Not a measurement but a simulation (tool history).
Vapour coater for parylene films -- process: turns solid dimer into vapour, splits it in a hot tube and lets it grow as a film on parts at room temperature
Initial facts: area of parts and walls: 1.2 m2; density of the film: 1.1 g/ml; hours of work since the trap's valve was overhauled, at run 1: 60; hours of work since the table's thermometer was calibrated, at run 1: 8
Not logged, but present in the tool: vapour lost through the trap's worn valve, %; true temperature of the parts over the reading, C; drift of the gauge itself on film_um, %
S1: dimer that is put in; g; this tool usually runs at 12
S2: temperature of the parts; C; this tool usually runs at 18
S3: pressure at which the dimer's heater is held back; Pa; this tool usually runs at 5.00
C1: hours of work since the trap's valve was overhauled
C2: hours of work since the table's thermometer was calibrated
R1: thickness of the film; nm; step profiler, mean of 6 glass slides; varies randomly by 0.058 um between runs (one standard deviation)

run 1 hour=0.0 | S1=12 S2=18 S3=5.00 | C1=60 C2=8 | R1=6630
run 2 hour=26.6 | S1=12 S2=18 S3=5.00 | C1=76 C2=24 | R1=6510
run 3 hour=53.1 | S1=12 S2=18 S3=5.00 | C1=92 C2=40 | R1=6580
run 4 hour=77.2 | S1=12 S2=18 S3=5.00 | C1=107 C2=55 | R1=6530
run 5 hour=123.2 | S1=10 S2=18 S3=5.00 | C1=135 C2=83 | R1=5300
run 6 hour=177.5 | S1=12 S2=18 S3=5.00 | C1=168 C2=116 | R1=6150
run 7 hour=229.1 | S1=12 S2=18 S3=5.00 | C1=199 C2=147 | R1=6140
run 8 hour=264.7 | S1=12 S2=18 S3=5.00 | C1=221 C2=169 | R1=6030
run 9 hour=315.5 | S1=12 S2=18 S3=5.00 | C1=252 C2=199 | R1=5850
run 10 hour=358.0 | S1=12 S2=18 S3=5.00 | C1=277 C2=225 | R1=5770
-- hour=366.6 trap's valve overhauled
run 11 hour=413.1 | S1=12 S2=18 S3=5.00 | C1=28 C2=256 | R1=6650
run 12 hour=452.0 | S1=12 S2=18 S3=5.00 | C1=52 C2=280 | R1=6550
run 13 hour=486.6 | S1=12 S2=18 S3=5.00 | C1=73 C2=301 | R1=6500
run 14 hour=528.5 | S1=12 S2=18 S3=5.00 | C1=98 C2=326 | R1=6560
run 15 hour=583.2 | S1=12 S2=18 S3=5.00 | C1=132 C2=360 | R1=6260
run 16 hour=607.4 | S1=12 S2=18 S3=5.00 | C1=146 C2=374 | R1=6200
run 17 hour=635.6 | S1=12 S2=18 S3=5.00 | C1=163 C2=391 | R1=6200
run 18 hour=685.1 | S1=12 S2=18 S3=5.00 | C1=193 C2=422 | R1=6070
run 19 hour=715.2 | S1=12 S2=18 S3=5.00 | C1=212 C2=440 | R1=6040
run 20 hour=769.6 | S1=12 S2=18 S3=5.00 | C1=245 C2=473 | R1=5850
run 21 hour=813.0 | S1=12 S2=13 S3=5.00 | C1=271 C2=499 | R1=6990
-- hour=818.0 table's thermometer calibrated
-- hour=835.7 trap's valve overhauled
run 22 hour=851.6 | S1=12 S2=13 S3=5.00 | C1=10 C2=18 | R1=8020
run 23 hour=909.9 | S1=12 S2=13 S3=5.00 | C1=45 C2=53 | R1=7730
run 24 hour=959.3 | S1=17 S2=18 S3=10.17 | C1=75 C2=83 | R1=8000
run 25 hour=1015.9 | S1=17 S2=18 S3=10.17 | C1=109 C2=118 | R1=7830
-- hour=1051.4 table's thermometer calibrated, once more
run 26 hour=1058.4 | S1=17 S2=20 S3=10.17 | C1=135 C2=4 | R1=7490
run 27 hour=1083.1 | S1=17 S2=20 S3=10.17 | C1=150 C2=19 | R1=7480
run 28 hour=1107.5 | S1=11 S2=27 S3=9.71 | C1=164 C2=34 | R1=3660
run 29 hour=1149.6 | S1=11 S2=27 S3=9.71 | C1=190 C2=60 | R1=3640

Run 30, settings as shown, results not yet in. Your forecast:
run 30 hour=1201.4 | S1=19 S2=21 S3=7.59 | C1=222 C2=91 | R1=?

{"run 30": {"R1": 8030}}
Minus the tool's unlogged condition, the same run would have read R1 9130 nm.
